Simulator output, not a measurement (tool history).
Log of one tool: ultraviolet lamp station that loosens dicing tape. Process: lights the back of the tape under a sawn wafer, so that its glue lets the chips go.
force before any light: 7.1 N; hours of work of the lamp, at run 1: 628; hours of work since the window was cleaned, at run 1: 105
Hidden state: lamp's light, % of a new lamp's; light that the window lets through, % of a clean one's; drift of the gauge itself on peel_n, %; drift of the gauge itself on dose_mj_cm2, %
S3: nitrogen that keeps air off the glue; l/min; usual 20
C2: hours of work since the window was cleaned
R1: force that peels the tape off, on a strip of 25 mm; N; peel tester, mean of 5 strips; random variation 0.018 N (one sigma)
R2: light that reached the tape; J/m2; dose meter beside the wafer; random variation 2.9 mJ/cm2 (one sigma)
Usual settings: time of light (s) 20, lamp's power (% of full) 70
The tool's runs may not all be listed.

run 1 day=0.000 | time_of_light_(s)=20 lamp's_power_(%_of_full)=70 S3=20 | hours_of_work_of_the_lamp=628 C2=105 | R1=1.366 R2=3210
run 2 day=1.379 | time_of_light_(s)=20 lamp's_power_(%_of_full)=70 S3=20 | hours_of_work_of_the_lamp=645 C2=122 | R1=1.342 R2=3160
run 3 day=3.100 | time_of_light_(s)=20 lamp's_power_(%_of_full)=70 S3=20 | hours_of_work_of_the_lamp=666 C2=143 | R1=1.405 R2=3130
run 4 day=5.075 | time_of_light_(s)=20 lamp's_power_(%_of_full)=70 S3=20 | hours_of_work_of_the_lamp=690 C2=168 | R1=1.493 R2=3030
run 5 day=6.029 | time_of_light_(s)=36 lamp's_power_(%_of_full)=70 S3=20 | hours_of_work_of_the_lamp=702 C2=179 | R1=0.554 R2=5430
run 6 day=7.304 | time_of_light_(s)=36 lamp's_power_(%_of_full)=70 S3=20 | hours_of_work_of_the_lamp=718 C2=195 | R1=0.570 R2=5340
run 7 day=8.996 | time_of_light_(s)=36 lamp's_power_(%_of_full)=70 S3=20 | hours_of_work_of_the_lamp=738 C2=216 | R1=0.583 R2=5250
run 8 day=10.758 | time_of_light_(s)=19 lamp's_power_(%_of_full)=84 S3=20 | hours_of_work_of_the_lamp=760 C2=237 | R1=1.327 R2=3280
run 9 day=12.412 | time_of_light_(s)=27 lamp's_power_(%_of_full)=70 S3=20 | hours_of_work_of_the_lamp=780 C2=257 | R1=1.032 R2=3820
run 10 day=14.333 | time_of_light_(s)=19 lamp's_power_(%_of_full)=78 S3=11 | hours_of_work_of_the_lamp=804 C2=281 | R1=2.054 R2=2940

Hidden state or all else? Some run-to-run changes of R1, split into what the settings, what came in and random variation would give without the hidden state, and what is left for the hidden state (with any gauge scatter that isn't in both results):
Run 4 -> 5: time of light (s) 20 -> 36. R1 -0.939 N: hidden state -0.392, all else -0.547.
Run 9 -> 10: time of light (s) 27 -> 19, lamp's power (% of full) 70 -> 78, S3 20 -> 11. R1 +1.022 N: hidden state +0.378, all else +0.644.
